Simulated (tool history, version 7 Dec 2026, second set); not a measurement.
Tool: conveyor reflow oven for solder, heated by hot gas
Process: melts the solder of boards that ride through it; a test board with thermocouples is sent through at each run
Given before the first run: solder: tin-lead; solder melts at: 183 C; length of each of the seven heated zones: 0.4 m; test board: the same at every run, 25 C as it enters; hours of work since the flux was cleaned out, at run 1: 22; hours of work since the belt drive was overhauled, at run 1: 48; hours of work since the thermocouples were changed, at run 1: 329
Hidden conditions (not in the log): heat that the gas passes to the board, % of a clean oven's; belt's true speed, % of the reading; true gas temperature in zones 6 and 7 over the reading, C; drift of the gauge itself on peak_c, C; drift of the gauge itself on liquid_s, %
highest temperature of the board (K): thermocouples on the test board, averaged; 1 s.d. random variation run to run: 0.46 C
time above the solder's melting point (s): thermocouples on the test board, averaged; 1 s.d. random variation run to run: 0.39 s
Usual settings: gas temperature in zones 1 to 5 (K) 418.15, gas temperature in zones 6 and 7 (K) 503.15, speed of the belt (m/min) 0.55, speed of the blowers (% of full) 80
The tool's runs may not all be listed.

run	hour	gas temperature in zones 1 to 5 (K)	gas temperature in zones 6 and 7 (K)	speed of the belt (m/min)	speed of the blowers (% of full)	hours of work since the flux was cleaned out	hours of work since the belt drive was overhauled	hours of work since the thermocouples were changed	highest temperature of the board (K)	time above the solder's melting point (s)
1	0	418.15	503.15	0.55	80	22	48	329	492.85	72.4
2	9.3	418.15	503.15	0.55	80	29	56	336	493.35	72.8
3	15.5	418.15	503.15	0.55	80	34	61	341	493.05	71.9
4	25.3	418.15	503.15	0.55	80	42	68	349	492.95	72.4
5	34.2	418.15	503.15	0.55	80	49	75	355	492.45	72.5
6	39.1	418.15	503.15	0.55	80	53	79	359	493.15	73.1
7	43.5	418.15	500.15	0.55	80	56	83	363	489.55	70.7
8	49.5	418.15	500.15	0.55	55	61	87	367	487.45	66.1
9	56.2	418.15	500.15	0.55	55	66	92	373	487.45	66
10	61.2	418.15	503.15	0.55	80	70	96	377	493.45	72.3
11	71	418.15	503.15	0.55	80	78	104	384	493.05	71.7
12	75.1	412.15	503.15	0.55	80	81	107	388	492.45	68.7
13	81.9	412.15	503.15	0.55	80	86	113	393	491.95	69.6
14	88.5	421.15	518.15	0.562	56	91	118	398	502.85	78.1
15	96.5	412.15	509.15	0.595	55	98	124	404	490.95	61.6
16	104.8	412.15	509.15	0.595	55	104	131	411	491.55	61.1
17	114.4	418.15	503.15	0.615	87	112	138	418	490.75	62.1
18	122.6	418.15	503.15	0.615	87	118	145	425	490.75	62.9
19	129.4	418.15	503.15	0.615	53	124	150	430	486.05	56.8
20	137.4	418.15	494.15	0.615	66	130	156	436	481.55	52.4
21	142.9	418.15	494.15	0.615	66	134	160	441	479.95	52.1
22	149	418.15	494.15	0.615	66	139	165	445	479.85	52.4
23	156.5	413.15	507.15	0.495	72	145	171	451	497.25	82.1
24	164.2	418.15	516.15	0.55	80	151	177	457	504.85	79.5
25	170.8	418.15	516.15	0.55	80	156	182	463	504.65	79.6

Alternative continuations, all from the tool just after run 25; predict every row:
A	176.5	418.15	509.15	0.55	80	161	187	467	?	?
B	176.5	430.15	494.15	0.55	80	161	187	467	?	?
C	176.5	425.15	516.15	0.487	52	161	187	467	?	?
D	176.5	418.15	503.15	0.55	74	161	187	467	?	?

run	highest temperature of the board (K)	time above the solder's melting point (s)
A	498.15	75.5
B	485.45	73.2
C	504.45	93.7
D	492.25	71.5
Stripped of hidden state, with their random variation kept, the same runs would have yielded:
run	highest temperature of the board (K)	time above the solder's melting point (s)
A	499.75	76.1
B	486.85	74
C	505.85	93.9
D	493.75	72.3
